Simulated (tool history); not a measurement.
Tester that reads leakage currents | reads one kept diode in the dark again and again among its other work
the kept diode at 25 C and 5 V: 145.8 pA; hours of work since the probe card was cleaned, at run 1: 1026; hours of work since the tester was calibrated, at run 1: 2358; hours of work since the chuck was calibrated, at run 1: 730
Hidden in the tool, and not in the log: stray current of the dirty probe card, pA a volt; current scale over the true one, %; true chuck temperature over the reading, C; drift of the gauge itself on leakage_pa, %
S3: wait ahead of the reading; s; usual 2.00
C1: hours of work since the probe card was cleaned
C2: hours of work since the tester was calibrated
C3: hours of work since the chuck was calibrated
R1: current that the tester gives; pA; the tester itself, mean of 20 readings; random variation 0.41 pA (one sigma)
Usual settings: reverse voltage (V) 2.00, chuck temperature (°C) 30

Run 1, day 0.000: usual settings; C1 1026; C2 2358; C3 730. Result: R1 125.63 pA.
Run 2, day 4.371: usual settings but reverse voltage (V) 1.67; C1 1081; C2 2412; C3 784. Result: R1 113.63 pA.
Run 3, day 11.246: usual settings but reverse voltage (V) 13.90; C1 1167; C2 2498; C3 870. Result: R1 355.90 pA.
Run 4, day 18.079: usual settings but S3 7.07 s; C1 1252; C2 2583; C3 955. Result: R1 124.08 pA.
Run 5, day 25.238: usual settings but S3 7.07 s; C1 1341; C2 2673; C3 1045. Result: R1 122.59 pA.
At day 30.158: probe card cleaned and baked.
Run 6, day 30.733: usual settings but S3 7.07 s; C1 7; C2 2740; C3 1112. Result: R1 116.53 pA.
Run 7, day 34.458: usual settings but S3 7.07 s; C1 54; C2 2786; C3 1158. Result: R1 116.18 pA.
At day 38.342: chuck's temperature calibrated.
Run 8, day 41.692: usual settings but S3 7.07 s; C1 143; C2 2875; C3 42. Result: R1 135.48 pA.
Run 9, day 47.438: usual settings but S3 7.07 s; C1 215; C2 2947; C3 114. Result: R1 134.63 pA.
Run 10, day 54.017: usual settings but S3 7.07 s; C1 297; C2 3029; C3 196. Result: R1 134.45 pA.
Run 11, day 59.167: usual settings but reverse voltage (V) 4.14, S3 0.65 s; C1 361; C2 3094; C3 260. Result: R1 194.54 pA.
Run 12, day 62.350: usual settings but reverse voltage (V) 2.39; C1 401; C2 3133; C3 300. Result: R1 145.68 pA.
Run 13, day 65.267: usual settings but reverse voltage (V) 3.11, S3 2.14 s; C1 437; C2 3170; C3 336. Result: R1 166.17 pA.
Run 14, day 71.754: usual settings but S3 7.63 s; C1 518; C2 3251; C3 417. Result: R1 130.91 pA.
Run 15, day 76.354: usual settings but chuck temperature (°C) 33, S3 7.63 s; C1 576; C2 3308; C3 475. Result: R1 163.80 pA.
Run 16, day 82.783: usual settings but chuck temperature (°C) 33, S3 7.63 s; C1 656; C2 3388; C3 555. Result: R1 162.26 pA.
Run 17, day 89.667: usual settings but chuck temperature (°C) 33, S3 7.63 s; C1 742; C2 3474; C3 641. Result: R1 162.00 pA.
Run 18, day 94.929: usual settings but reverse voltage (V) 1.44, chuck temperature (°C) 47; C1 808; C2 3540; C3 707. Result: R1 371.60 pA.
Run 19, day 99.733: usual settings but S3 0.31 s; C1 868; C2 3600; C3 766. Result: R1 127.62 pA.
Run 20, day 104.946: usual settings but S3 0.31 s; C1 933; C2 3665; C3 832. Result: R1 127.30 pA.

Hidden state at the last listed run before each entry between runs and at the first one after, where it differs:
Between runs 5 and 6: probe card cleaned and baked (day 30.158)
  stray current of the dirty probe card, pA a volt: 2.541 -> 0.042; current scale over the true one, %: 0.45 -> 0.46; true chuck temperature over the reading, C: -1.83 -> -1.92
  measured less the result without the state, R1: -12.22 -> -18.09 pA
Between runs 7 and 8: chuck's temperature calibrated (day 38.342)
  stray current of the dirty probe card, pA a volt: 0.129 -> 0.285; current scale over the true one, %: 0.47 -> 0.48; true chuck temperature over the reading, C: -2 -> -0.05
  measured less the result without the state, R1: -18.61 -> +0.62 pA
